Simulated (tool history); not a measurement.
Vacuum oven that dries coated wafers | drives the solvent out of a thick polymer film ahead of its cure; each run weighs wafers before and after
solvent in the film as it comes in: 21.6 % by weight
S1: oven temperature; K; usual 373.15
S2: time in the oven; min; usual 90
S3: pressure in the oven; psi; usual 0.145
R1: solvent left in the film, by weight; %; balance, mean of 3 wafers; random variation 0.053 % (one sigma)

{"run": 1, "day": 0.0, "S1": 373.15, "S2": 90, "S3": 0.145, "R1": 1.66}
{"run": 2, "day": 1.975, "S1": 373.15, "S2": 90, "S3": 0.145, "R1": 1.61}
{"run": 3, "day": 4.842, "S1": 373.15, "S2": 54, "S3": 0.145, "R1": 3.65}
{"run": 4, "day": 8.342, "S1": 373.15, "S2": 54, "S3": 0.145, "R1": 3.82}
{"run": 5, "day": 12.9, "S1": 373.15, "S2": 54, "S3": 0.145, "R1": 3.79}
{"run": 6, "day": 17.025, "S1": 373.15, "S2": 90, "S3": 0.374, "R1": 2.6}
{"run": 7, "day": 19.075, "S1": 373.15, "S2": 90, "S3": 0.119, "R1": 1.48}
{"run": 8, "day": 22.042, "S1": 373.15, "S2": 90, "S3": 0.119, "R1": 1.49}
{"run": 9, "day": 26.071, "S1": 373.15, "S2": 90, "S3": 0.119, "R1": 1.5}
{"run": 10, "day": 29.717, "S1": 387.15, "S2": 90, "S3": 0.145, "R1": 0.42}
{"run": 11, "day": 32.75, "S1": 373.15, "S2": 72, "S3": 0.145, "R1": 2.38}
{"run": 12, "day": 35.421, "S1": 373.15, "S2": 72, "S3": 0.145, "R1": 2.43}
{"run": 13, "day": 39.946, "S1": 373.15, "S2": 72, "S3": 0.145, "R1": 2.47}
{"run": 14, "day": 43.012, "S1": 373.15, "S2": 72, "S3": 0.145, "R1": 2.51}
{"run": 15, "day": 46.704, "S1": 373.15, "S2": 160, "S3": 0.145, "R1": 0.68}
{"run": 16, "day": 51.25, "S1": 380.15, "S2": 160, "S3": 0.073, "R1": 0.27}
{"run": 17, "day": 54.05, "S1": 385.15, "S2": 117, "S3": 0.145, "R1": 0.42}
{"run": 18, "day": 58.512, "S1": 375.15, "S2": 120, "S3": 0.145, "R1": 0.92}
{"run": 19, "day": 60.608, "S1": 375.15, "S2": 120, "S3": 0.145, "R1": 0.82}
{"day": 62.783, "done": "oven's thermocouples calibrated"}
{"run": 20, "day": 63.696, "S1": 375.15, "S2": 84, "S3": 0.104, "R1": 1.37}
{"run": 21, "day": 67.667, "S1": 358.15, "S2": 77, "S3": 0.08, "R1": 7.0}
{"run": 22, "day": 71.617, "S1": 363.15, "S2": 60, "S3": 0.497, "R1": 8.45}
{"run": 23, "day": 75.792, "S1": 363.15, "S2": 60, "S3": 0.497, "R1": 8.4}
{"run": 24, "day": 80.058, "S1": 363.15, "S2": 60, "S3": 0.497, "R1": 8.29}
{"run": 25, "day": 84.071, "S1": 367.15, "S2": 159, "S3": 0.075, "R1": 0.97}
{"run": 26, "day": 87.517, "S1": 373.15, "S2": 67, "S3": 0.091, "R1": 2.62}
{"run": 27, "day": 89.867, "S1": 368.15, "S2": 61, "S3": 0.464, "R1": 6.28}

The next listed run, before its measurement:
{"run": 28, "day": 94.462, "S1": 368.15, "S2": 86, "S3": 0.464, "R1": "?"}

{"run 28": {"R1": 4.59}}
Without the tool's hidden state the same run would have given R1 4.55 %.

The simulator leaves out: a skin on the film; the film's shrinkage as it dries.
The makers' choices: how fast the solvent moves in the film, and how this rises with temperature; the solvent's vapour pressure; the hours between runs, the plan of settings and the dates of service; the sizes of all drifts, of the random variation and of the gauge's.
